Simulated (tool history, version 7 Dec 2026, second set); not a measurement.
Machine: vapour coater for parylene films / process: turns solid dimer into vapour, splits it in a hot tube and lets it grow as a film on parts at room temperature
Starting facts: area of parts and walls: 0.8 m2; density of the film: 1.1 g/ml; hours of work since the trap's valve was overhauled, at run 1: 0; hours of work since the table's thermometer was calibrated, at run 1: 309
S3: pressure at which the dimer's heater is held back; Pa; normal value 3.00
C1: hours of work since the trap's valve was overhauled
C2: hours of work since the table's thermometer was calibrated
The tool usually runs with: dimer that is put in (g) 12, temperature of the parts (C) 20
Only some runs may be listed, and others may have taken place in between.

Run 1, day 0.000: usual settings; C1 0; C2 309. Result: thickness of the film (um) 6.74.
Run 2, day 1.546: usual settings but dimer that is put in (g) 22; C1 24; C2 333. Result: thickness of the film (um) 12.11.
Run 3, day 2.967: usual settings; C1 47; C2 356. Result: thickness of the film (um) 6.61.
Run 4, day 4.329: usual settings but dimer that is put in (g) 8; C1 68; C2 377. Result: thickness of the film (um) 4.39.
Run 5, day 5.571: usual settings; C1 87; C2 397. Result: thickness of the film (um) 6.56.
Run 6, day 7.054: usual settings; C1 111; C2 420. Result: thickness of the film (um) 6.59.
Run 7, day 8.129: usual settings; C1 127; C2 437. Result: thickness of the film (um) 6.44.
Run 8, day 9.588: usual settings; C1 150; C2 460. Result: thickness of the film (um) 6.37.
Run 9, day 11.650: usual settings but temperature of the parts (C) 27; C1 183; C2 492. Result: thickness of the film (um) 4.91.
Run 10, day 13.075: usual settings but temperature of the parts (C) 27; C1 205; C2 514. Result: thickness of the film (um) 5.00.
Run 11, day 14.854: usual settings but temperature of the parts (C) 27; C1 233; C2 542. Result: thickness of the film (um) 4.87.
Run 12, day 16.838: usual settings but temperature of the parts (C) 15; C1 264; C2 573. Result: thickness of the film (um) 7.65.
Run 13, day 18.942: usual settings but temperature of the parts (C) 15; C1 297; C2 606. Result: thickness of the film (um) 7.46.
Run 14, day 20.338: usual settings; C1 319; C2 628. Result: thickness of the film (um) 6.15.
Run 15, day 21.425: usual settings; C1 336; C2 645. Result: thickness of the film (um) 6.19.
Run 16, day 22.454: usual settings but S3 9.21 Pa; C1 352; C2 661. Result: thickness of the film (um) 5.61.
Run 17, day 24.129: usual settings but S3 9.21 Pa; C1 378; C2 688. Result: thickness of the film (um) 5.52.
At day 24.279: table's thermometer calibrated.
Run 18, day 25.321: usual settings but S3 9.21 Pa; C1 396; C2 16. Result: thickness of the film (um) 5.37.
Run 19, day 26.229: usual settings but S3 2.59 Pa; C1 411; C2 31. Result: thickness of the film (um) 6.07.
Run 20, day 28.046: usual settings but dimer that is put in (g) 17; C1 439; C2 59. Result: thickness of the film (um) 8.38.
Run 21, day 29.229: usual settings but dimer that is put in (g) 17; C1 458; C2 78. Result: thickness of the film (um) 8.27.
At day 29.833: trap's valve overhauled.
Run 22, day 30.412: usual settings but dimer that is put in (g) 6; C1 9; C2 94. Result: thickness of the film (um) 3.30.
Run 23, day 31.600: usual settings but dimer that is put in (g) 6; C1 28; C2 112. Result: thickness of the film (um) 3.23.
Run 24, day 32.679: usual settings but dimer that is put in (g) 15; C1 45; C2 129. Result: thickness of the film (um) 8.10.
Run 25, day 34.796: usual settings but dimer that is put in (g) 17, S3 10.24 Pa; C1 78; C2 162. Result: thickness of the film (um) 8.24.
Run 26, day 36.771: usual settings but dimer that is put in (g) 17, S3 10.24 Pa; C1 109; C2 193. Result: thickness of the film (um) 8.16.
At day 37.129: table's thermometer calibrated, once more.
Run 27, day 38.188: usual settings but dimer that is put in (g) 17, S3 10.24 Pa; C1 130; C2 17. Result: thickness of the film (um) 8.36.
Run 28, day 40.100: usual settings but dimer that is put in (g) 13, temperature of the parts (C) 17, S3 7.51 Pa; C1 160; C2 47. Result: thickness of the film (um) 7.40.
Run 29, day 41.538: usual settings but dimer that is put in (g) 13, temperature of the parts (C) 17, S3 7.51 Pa; C1 183; C2 69. Result: thickness of the film (um) 7.26.
Run 30, day 43.058: usual settings but temperature of the parts (C) 27, S3 3.45 Pa; C1 207; C2 93. Result: thickness of the film (um) 4.93.
Run 31, day 43.950: usual settings but dimer that is put in (g) 15, temperature of the parts (C) 27, S3 5.10 Pa; C1 221; C2 107. Result: thickness of the film (um) 5.96.
Run 32, day 45.171: usual settings but temperature of the parts (C) 17, S3 2.43 Pa; C1 240; C2 126. Result: thickness of the film (um) 7.29.
Run 33, day 47.200: usual settings but S3 7.81 Pa; C1 272; C2 158. Result: thickness of the film (um) 5.82.
Run 34, day 48.192: usual settings but temperature of the parts (C) 24, S3 5.82 Pa; C1 287; C2 174. Result: thickness of the film (um) 5.19.
Run 35, day 49.675: usual settings but temperature of the parts (C) 24, S3 5.82 Pa; C1 311; C2 197. Result: thickness of the film (um) 5.08.
Run 36, day 50.608: usual settings but temperature of the parts (C) 24, S3 5.82 Pa; C1 325; C2 211. Result: thickness of the film (um) 5.12.
Run 37, day 51.946: usual settings but temperature of the parts (C) 24, S3 5.82 Pa; C1 346; C2 232. Result: thickness of the film (um) 5.05.
Run 38, day 53.221: usual settings but dimer that is put in (g) 17, temperature of the parts (C) 19, S3 11.10 Pa; C1 366; C2 252. Result: thickness of the film (um) 8.21.
Run 39, day 55.129: usual settings but dimer that is put in (g) 17, temperature of the parts (C) 19, S3 2.52 Pa; C1 396; C2 282. Result: thickness of the film (um) 9.18.
Run 40, day 56.508: usual settings but temperature of the parts (C) 22, S3 3.88 Pa; C1 418; C2 304. Result: thickness of the film (um) 5.55.
Run 41, day 58.083: usual settings but dimer that is put in (g) 11, S3 4.57 Pa; C1 442; C2 329. Result: thickness of the film (um) 5.36.
At day 59.762: trap's valve overhauled.
Run 42, day 60.250: usual settings but dimer that is put in (g) 11, S3 4.57 Pa; C1 8; C2 360. Result: thickness of the film (um) 5.95.
Run 43, day 62.042: usual settings but dimer that is put in (g) 11, S3 4.57 Pa; C1 36; C2 388. Result: thickness of the film (um) 5.91.
Run 44, day 63.446: usual settings but dimer that is put in (g) 6, S3 4.57 Pa; C1 58; C2 410. Result: thickness of the film (um) 3.22.
Run 45, day 65.533: usual settings but S3 7.31 Pa; C1 91; C2 443. Result: thickness of the film (um) 6.10.
Run 46, day 67.112: usual settings but temperature of the parts (C) 26; C1 115; C2 468. Result: thickness of the film (um) 5.19.
Run 47, day 68.950: usual settings but dimer that is put in (g) 10, temperature of the parts (C) 17, S3 2.58 Pa; C1 144; C2 496. Result: thickness of the film (um) 6.16.
Run 48, day 69.821: usual settings but dimer that is put in (g) 20, temperature of the parts (C) 17, S3 5.39 Pa; C1 158; C2 510. Result: thickness of the film (um) 11.46.

Pick out some run-to-run changes in thickness of the film (um). Of each, how much would a tool without hidden state show as well, from the settings, what came in and chance, and how much is left for the hidden state and any gauge scatter not in both results compared?
What the log doesn't record here: vapour lost through the trap's worn valve, %; true temperature of the parts over the reading, C; drift of the gauge itself on film_um, %.
Run 1 -> 2: dimer that is put in (g) 12 -> 22. thickness of the film (um) +5.37: hidden state -0.12, all else +5.49.
Run 2 -> 3: dimer that is put in (g) 22 -> 12. thickness of the film (um) -5.50: hidden state +0.04, all else -5.54.
Run 19 -> 20: dimer that is put in (g) 12 -> 17, S3 2.59 -> 3.00. thickness of the film (um) +2.31: hidden state -0.38, all else +2.69.
Run 21 -> 22: dimer that is put in (g) 17 -> 6, trap's valve overhauled. thickness of the film (um) -4.97: hidden state +1.12, all else -6.09.
Run 41 -> 42: trap's valve overhauled. thickness of the film (um) +0.59: hidden state +0.56, all else +0.03.
Run 47 -> 48: dimer that is put in (g) 10 -> 20, S3 2.58 -> 5.39. thickness of the film (um) +5.30: hidden state -0.27, all else +5.57.
